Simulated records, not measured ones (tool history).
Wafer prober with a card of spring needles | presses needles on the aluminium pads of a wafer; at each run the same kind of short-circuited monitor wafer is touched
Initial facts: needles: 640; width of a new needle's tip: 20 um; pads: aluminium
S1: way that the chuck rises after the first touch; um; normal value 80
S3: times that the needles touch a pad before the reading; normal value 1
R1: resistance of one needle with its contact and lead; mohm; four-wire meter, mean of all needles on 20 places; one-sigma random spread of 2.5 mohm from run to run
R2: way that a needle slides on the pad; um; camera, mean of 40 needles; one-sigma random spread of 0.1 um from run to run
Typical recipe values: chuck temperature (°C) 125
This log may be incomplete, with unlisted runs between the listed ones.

{"run": 1, "hour": 0.0, "S1": 80, "chuck temperature (°C)": 125, "S3": 1, "R1": 348, "R2": 21.47}
{"hour": 4.9, "done": "tips cleaned on abrasive film"}
{"hour": 15.8, "done": "tips cleaned on abrasive film"}
{"hour": 27.2, "done": "tips cleaned on abrasive film"}
{"run": 2, "hour": 28.4, "S1": 80, "chuck temperature (°C)": 125, "S3": 1, "R1": 305, "R2": 21.26}
{"hour": 38.2, "done": "tips cleaned on abrasive film"}
{"hour": 49.1, "done": "tips cleaned on abrasive film"}
{"run": 3, "hour": 50.3, "S1": 80, "chuck temperature (°C)": 125, "S3": 1, "R1": 303, "R2": 21.26}
{"hour": 59.9, "done": "tips cleaned on abrasive film"}
{"hour": 70.6, "done": "tips cleaned on abrasive film"}
{"hour": 82.1, "done": "tips cleaned on abrasive film"}
{"run": 4, "hour": 83.4, "S1": 80, "chuck temperature (°C)": 125, "S3": 1, "R1": 301, "R2": 21.04}
{"hour": 92.5, "done": "tips cleaned on abrasive film"}
{"run": 5, "hour": 99.5, "S1": 80, "chuck temperature (°C)": 125, "S3": 1, "R1": 360, "R2": 21.17}
{"hour": 104.3, "done": "tips cleaned on abrasive film"}
{"hour": 114.8, "done": "tips cleaned on abrasive film"}
{"run": 6, "hour": 120.1, "S1": 80, "chuck temperature (°C)": 125, "S3": 1, "R1": 330, "R2": 21}
{"hour": 125.6, "done": "tips cleaned on abrasive film"}
{"hour": 136.0, "done": "tips cleaned on abrasive film"}
{"run": 7, "hour": 141.6, "S1": 80, "chuck temperature (°C)": 125, "S3": 1, "R1": 340, "R2": 20.93}
{"hour": 145.8, "done": "tips cleaned on abrasive film"}
{"hour": 156.5, "done": "tips cleaned on abrasive film"}
{"run": 8, "hour": 156.5, "S1": 82, "chuck temperature (°C)": 125, "S3": 1, "R1": 289, "R2": 21.49}
{"hour": 167.1, "done": "tips cleaned on abrasive film"}
{"run": 9, "hour": 171.8, "S1": 82, "chuck temperature (°C)": 125, "S3": 1, "R1": 338, "R2": 21.39}
{"hour": 177.5, "done": "tips cleaned on abrasive film"}
{"hour": 188.8, "done": "tips cleaned on abrasive film"}
{"hour": 200.4, "done": "tips cleaned on abrasive film"}
{"run": 10, "hour": 205.6, "S1": 82, "chuck temperature (°C)": 125, "S3": 1, "R1": 341, "R2": 21.51}
{"hour": 211.6, "done": "tips cleaned on abrasive film"}
{"hour": 223.3, "done": "tips cleaned on abrasive film"}
{"run": 11, "hour": 230.0, "S1": 82, "chuck temperature (°C)": 125, "S3": 1, "R1": 343, "R2": 21.28}
{"hour": 234.0, "done": "tips cleaned on abrasive film"}
{"hour": 244.1, "done": "tips cleaned on abrasive film"}
{"run": 12, "hour": 244.1, "S1": 82, "chuck temperature (°C)": 125, "S3": 1, "R1": 293, "R2": 21.41}
{"hour": 254.8, "done": "tips cleaned on abrasive film"}
{"hour": 265.4, "done": "tips cleaned on abrasive film"}
{"run": 13, "hour": 267.1, "S1": 82, "chuck temperature (°C)": 125, "S3": 1, "R1": 314, "R2": 21.13}

Here are 5 independent what-if runs from the current tool condition. What would each one return?
{"hour": 273.7, "done": "height of the first contact set anew"}
{"hour": 277.4, "done": "tips cleaned on abrasive film"}
{"run": "A", "hour": 283.6, "S1": 94, "chuck temperature (°C)": 108, "S3": 1, "R1": "?", "R2": "?"}
{"hour": 273.7, "done": "height of the first contact set anew"}
{"hour": 277.4, "done": "tips cleaned on abrasive film"}
{"run": "B", "hour": 283.6, "S1": 62, "chuck temperature (°C)": 125, "S3": 1, "R1": "?", "R2": "?"}
{"hour": 273.7, "done": "height of the first contact set anew"}
{"hour": 277.4, "done": "tips cleaned on abrasive film"}
{"run": "C", "hour": 283.6, "S1": 82, "chuck temperature (°C)": 125, "S3": 2, "R1": "?", "R2": "?"}
{"hour": 273.7, "done": "height of the first contact set anew"}
{"hour": 277.4, "done": "tips cleaned on abrasive film"}
{"run": "D", "hour": 283.6, "S1": 80, "chuck temperature (°C)": 125, "S3": 3, "R1": "?", "R2": "?"}
{"hour": 273.7, "done": "height of the first contact set anew"}
{"hour": 277.4, "done": "tips cleaned on abrasive film"}
{"run": "E", "hour": 283.6, "S1": 81, "chuck temperature (°C)": 119, "S3": 2, "R1": "?", "R2": "?"}

run=A R1=322 R2=25.54
run=B R1=391 R2=16.78
run=C R1=316 R2=22.29
run=D R1=303 R2=21.82
run=E R1=315 R2=21.84
Without the tool's unlogged condition, the same runs would have read:
run=A R1=274 R2=25.57
run=B R1=290 R2=16.82
run=C R1=280 R2=22.33
run=D R1=280 R2=21.85
run=E R1=278 R2=21.88

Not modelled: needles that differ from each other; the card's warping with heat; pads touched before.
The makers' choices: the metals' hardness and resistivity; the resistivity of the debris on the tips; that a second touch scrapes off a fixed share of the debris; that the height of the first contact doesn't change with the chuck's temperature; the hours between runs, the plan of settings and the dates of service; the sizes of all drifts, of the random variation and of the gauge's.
